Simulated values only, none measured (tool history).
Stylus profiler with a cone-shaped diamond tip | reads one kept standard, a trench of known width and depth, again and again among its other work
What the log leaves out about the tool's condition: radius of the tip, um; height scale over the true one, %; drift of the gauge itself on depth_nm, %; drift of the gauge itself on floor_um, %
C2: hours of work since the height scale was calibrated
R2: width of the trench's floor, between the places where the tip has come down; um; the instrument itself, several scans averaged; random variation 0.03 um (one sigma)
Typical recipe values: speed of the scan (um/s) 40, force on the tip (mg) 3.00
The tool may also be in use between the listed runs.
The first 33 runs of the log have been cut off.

Run 34, hour 1247.6: usual settings but speed of the scan (um/s) 71, force on the tip (mg) 1.52; scans with this tip 10855; C2 128. Result: depth of the trench (nm) 100.47, R2 48.01 um.
At hour 1300.8: new tip fitted, height scale calibrated.
Run 35, hour 1304.7: usual settings but speed of the scan (um/s) 23; scans with this tip 14; C2 2. Result: depth of the trench (nm) 100.74, R2 48.63 um.
Run 36, hour 1350.7: usual settings but speed of the scan (um/s) 33, force on the tip (mg) 3.02; scans with this tip 180; C2 31. Result: depth of the trench (nm) 100.68, R2 48.52 um.
Run 37, hour 1400.9: usual settings but speed of the scan (um/s) 156, force on the tip (mg) 5.81; scans with this tip 361; C2 61. Result: depth of the trench (nm) 101.07, R2 48.36 um.
Run 38, hour 1444.6: usual settings but speed of the scan (um/s) 60, force on the tip (mg) 1.38; scans with this tip 518; C2 88. Result: depth of the trench (nm) 100.40, R2 48.40 um.
Run 39, hour 1477.9: usual settings but speed of the scan (um/s) 60, force on the tip (mg) 1.38; scans with this tip 638; C2 109. Result: depth of the trench (nm) 100.45, R2 48.46 um.
Run 40, hour 1518.7: usual settings but speed of the scan (um/s) 28, force on the tip (mg) 3.23; scans with this tip 786; C2 134. Result: depth of the trench (nm) 100.70, R2 48.51 um.
Run 41, hour 1565.1: usual settings but speed of the scan (um/s) 28, force on the tip (mg) 3.23; scans with this tip 953; C2 162. Result: depth of the trench (nm) 100.72, R2 48.47 um.

3 options for the next run, each taken on its own from the tool as it stands now. Forecast them:
Run A, hour 1589.8: usual settings but speed of the scan (um/s) 114; scans with this tip 1042; C2 177. Result: depth of the trench (nm) ?, R2 ?.
Run B, hour 1589.8: usual settings but speed of the scan (um/s) 88, force on the tip (mg) 1.60; scans with this tip 1042; C2 177. Result: depth of the trench (nm) ?, R2 ?.
Run C, hour 1589.8: usual settings but speed of the scan (um/s) 77, force on the tip (mg) 4.31; scans with this tip 1042; C2 177. Result: depth of the trench (nm) ?, R2 ?.

run  depth of the trench (nm)     R2
  A                    100.62  48.38
  B                    100.43  48.38
  C                    100.82  48.44
Stripped of hidden state, with their random variation kept, the same runs would have yielded:
run  depth of the trench (nm)     R2
  A                    100.65  48.43
  B                    100.46  48.43
  C                    100.85  48.49
